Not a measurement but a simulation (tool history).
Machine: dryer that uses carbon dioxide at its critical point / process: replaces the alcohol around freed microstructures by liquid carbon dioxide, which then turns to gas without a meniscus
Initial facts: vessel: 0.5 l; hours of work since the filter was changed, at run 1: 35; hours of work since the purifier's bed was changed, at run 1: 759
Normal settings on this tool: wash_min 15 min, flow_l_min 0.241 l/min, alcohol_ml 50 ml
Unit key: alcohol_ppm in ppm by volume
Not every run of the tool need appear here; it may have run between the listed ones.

| run | hour | wash_min | flow_l_min | alcohol_ml | hours of work since the filter was changed | hours of work since the purifier's bed was changed | alcohol_ppm |
|---|---|---|---|---|---|---|---|
| 1 | 0 | 15 | 0.241 | 50 | 35 | 759 | 222 |
| 2 | 49.2 | 15 | 0.241 | 50 | 63 | 786 | 244 |
| 3 | 87.4 | 15 | 0.241 | 50 | 84 | 808 | 256 |
| 4 | 130.3 | 15 | 0.241 | 50 | 108 | 832 | 283 |
| 5 | 186.7 | 15 | 0.241 | 50 | 140 | 863 | 307 |
| 6 | 243 | 15 | 0.241 | 50 | 172 | 895 | 350 |
|  | 261.1 | inlet filter changed |
| 7 | 292.3 | 15 | 0.241 | 50 | 17 | 922 | 247 |
| 8 | 335.5 | 15 | 0.241 | 50 | 42 | 946 | 261 |
| 9 | 374.8 | 15 | 0.241 | 50 | 64 | 968 | 270 |
| 10 | 415.2 | 15 | 0.241 | 50 | 86 | 991 | 287 |
| 11 | 460.5 | 15 | 0.241 | 50 | 112 | 1016 | 303 |
| 12 | 515 | 19 | 0.241 | 50 | 142 | 1047 | 186 |
| 13 | 556.5 | 19 | 0.241 | 50 | 166 | 1070 | 206 |
|  | 582.6 | inlet filter changed |
| 14 | 615.1 | 23 | 0.155 | 50 | 18 | 1103 | 278 |
| 15 | 657.2 | 15 | 0.241 | 89 | 42 | 1126 | 378 |
| 16 | 720.9 | 15 | 0.283 | 57 | 78 | 1162 | 231 |
| 17 | 787.2 | 18 | 0.376 | 38 | 115 | 1199 | 180 |
| 18 | 841.5 | 18 | 0.376 | 38 | 145 | 1230 | 189 |
| 19 | 894.2 | 19 | 0.154 | 62 | 175 | 1259 | 1082 |
|  | 905.1 | inlet filter changed |
| 20 | 933.1 | 19 | 0.154 | 62 | 16 | 1280 | 641 |
| 21 | 984.6 | 12 | 0.315 | 50 | 45 | 1309 | 265 |

Selected run-to-run steps in alcohol_ppm, each split into two signed amounts: the part the tool would show with no hidden state at all (from settings, incoming material and random variation), and the remainder, which goes to the hidden state together with any gauge scatter not common to the measured and the hidden-state-free results:
The tool's hidden condition here consists of: flow that reaches the vessel past the clogged filter, %; alcohol in the recycled carbon dioxide, ppm; drift of the gauge itself on alcohol_ppm, %.
Run 18 -> 19: wash_min 18 -> 19, flow_l_min 0.376 -> 0.154, alcohol_ml 38 -> 62. alcohol_ppm +893 ppm by volume: hidden state +461, all else +432.
Run 19 -> 20: inlet filter changed. alcohol_ppm -441 ppm by volume: hidden state -432, all else -9.

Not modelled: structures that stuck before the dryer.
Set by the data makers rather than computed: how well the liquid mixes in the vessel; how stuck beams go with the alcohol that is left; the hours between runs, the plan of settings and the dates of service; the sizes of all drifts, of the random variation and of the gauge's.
